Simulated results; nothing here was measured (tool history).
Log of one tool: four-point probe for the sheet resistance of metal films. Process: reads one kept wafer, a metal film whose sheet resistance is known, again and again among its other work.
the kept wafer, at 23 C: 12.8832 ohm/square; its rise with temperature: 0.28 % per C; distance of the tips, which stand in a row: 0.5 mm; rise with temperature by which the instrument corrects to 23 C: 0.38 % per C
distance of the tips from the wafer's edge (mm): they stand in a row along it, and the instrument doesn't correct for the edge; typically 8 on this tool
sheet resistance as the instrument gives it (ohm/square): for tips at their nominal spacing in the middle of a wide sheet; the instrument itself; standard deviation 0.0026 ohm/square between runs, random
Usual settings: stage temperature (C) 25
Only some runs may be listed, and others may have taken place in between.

| run | hour | stage temperature (C) | distance of the tips from the wafer's edge (mm) | sheet resistance as the instrument gives it (ohm/square) |
|---|---|---|---|---|
| 1 | 0 | 25 | 8 | 12.792326 |
| 2 | 27.8 | 25 | 8 | 12.795201 |
| 3 | 55.2 | 23 | 8 | 12.817392 |
| 4 | 92.2 | 21 | 8 | 12.840019 |
| 5 | 130.5 | 25 | 8 | 12.789377 |
| 6 | 156.4 | 25 | 8 | 12.790698 |
| 7 | 195.4 | 25 | 4 | 12.873716 |
| 8 | 222.3 | 32 | 8 | 12.710518 |
| 9 | 253 | 32 | 8 | 12.713511 |
| 10 | 303.9 | 25 | 8 | 12.788936 |
| 11 | 344.2 | 25 | 8 | 12.786383 |
| 12 | 386.8 | 25 | 5 | 12.831734 |
| 13 | 427 | 25 | 5 | 12.831289 |
| 14 | 463.5 | 25 | 8 | 12.788469 |
| 15 | 495.8 | 25 | 33 | 12.764474 |
| 16 | 546.4 | 24 | 8 | 12.799408 |
|  | 580.4 | stage's thermometer calibrated |
| 17 | 587.7 | 24 | 8 | 12.79258 |
| 18 | 635.9 | 24 | 8 | 12.790873 |
| 19 | 669.5 | 24 | 8 | 12.788942 |
| 20 | 693.6 | 25 | 17 | 12.753976 |
| 21 | 736.8 | 25 | 15 | 12.750359 |
| 22 | 765.8 | 25 | 15 | 12.755348 |
| 23 | 793.2 | 25 | 15 | 12.758322 |
| 24 | 840.1 | 27 | 54 | 12.724655 |
| 25 | 875.4 | 25 | 3 | 12.937249 |
| 26 | 925.5 | 30 | 8 | 12.717 |
| 27 | 965.5 | 28 | 28 | 12.716713 |
| 28 | 992.3 | 20 | 6 | 12.858175 |
| 29 | 1013.9 | 28 | 18 | 12.716045 |
| 30 | 1063.4 | 20 | 8 | 12.832663 |
| 31 | 1093.4 | 25 | 6 | 12.794755 |
| 32 | 1130.9 | 24 | 23 | 12.759009 |
| 33 | 1163.6 | 24 | 23 | 12.756943 |
| 34 | 1202.7 | 24 | 23 | 12.758977 |
| 35 | 1253.9 | 24 | 23 | 12.75543 |
| 36 | 1294.1 | 24 | 5 | 12.82182 |
| 37 | 1341.1 | 22 | 8 | 12.80528 |
| 38 | 1387.4 | 22 | 8 | 12.804702 |
| 39 | 1434 | 18 | 8 | 12.852349 |
| 40 | 1459.6 | 22 | 21 | 12.778429 |
| 41 | 1495.5 | 22 | 21 | 12.780966 |
| 42 | 1537.3 | 22 | 21 | 12.777025 |
| 43 | 1579.9 | 25 | 7 | 12.775585 |
| 44 | 1619.4 | 25 | 7 | 12.770847 |

For some of the steps in sheet resistance as the instrument gives it (ohm/square) from one run to the next: how much would appear even if the tool had no hidden state, given the settings, what came in and random variation, and how much remains for the hidden state plus any gauge scatter that the measured result and the result without hidden state don't share?
The hidden state here: inner tips' distance over the nominal, %; tips' flats over new ones', %; wafer's true temperature over the reading, C; drift of the gauge itself on sheet_ohm, %.
Run 7 -> 8: stage temperature (C) 25 -> 32, distance of the tips from the wafer's edge (mm) 4 -> 8. sheet resistance as the instrument gives it (ohm/square) -0.163198: hidden state +0.000604, all else -0.163802.
Run 16 -> 17: stage's thermometer calibrated. sheet resistance as the instrument gives it (ohm/square) -0.006828: hidden state -0.008826, all else +0.001998.
Run 24 -> 25: stage temperature (C) 27 -> 25, distance of the tips from the wafer's edge (mm) 54 -> 3. sheet resistance as the instrument gives it (ohm/square) +0.212594: hidden state -0.002163, all else +0.214757.
Run 25 -> 26: stage temperature (C) 25 -> 30, distance of the tips from the wafer's edge (mm) 3 -> 8. sheet resistance as the instrument gives it (ohm/square) -0.220249: hidden state +0.001079, all else -0.221328.
Run 29 -> 30: stage temperature (C) 28 -> 20, distance of the tips from the wafer's edge (mm) 18 -> 8. sheet resistance as the instrument gives it (ohm/square) +0.116618: hidden state -0.001669, all else +0.118287.

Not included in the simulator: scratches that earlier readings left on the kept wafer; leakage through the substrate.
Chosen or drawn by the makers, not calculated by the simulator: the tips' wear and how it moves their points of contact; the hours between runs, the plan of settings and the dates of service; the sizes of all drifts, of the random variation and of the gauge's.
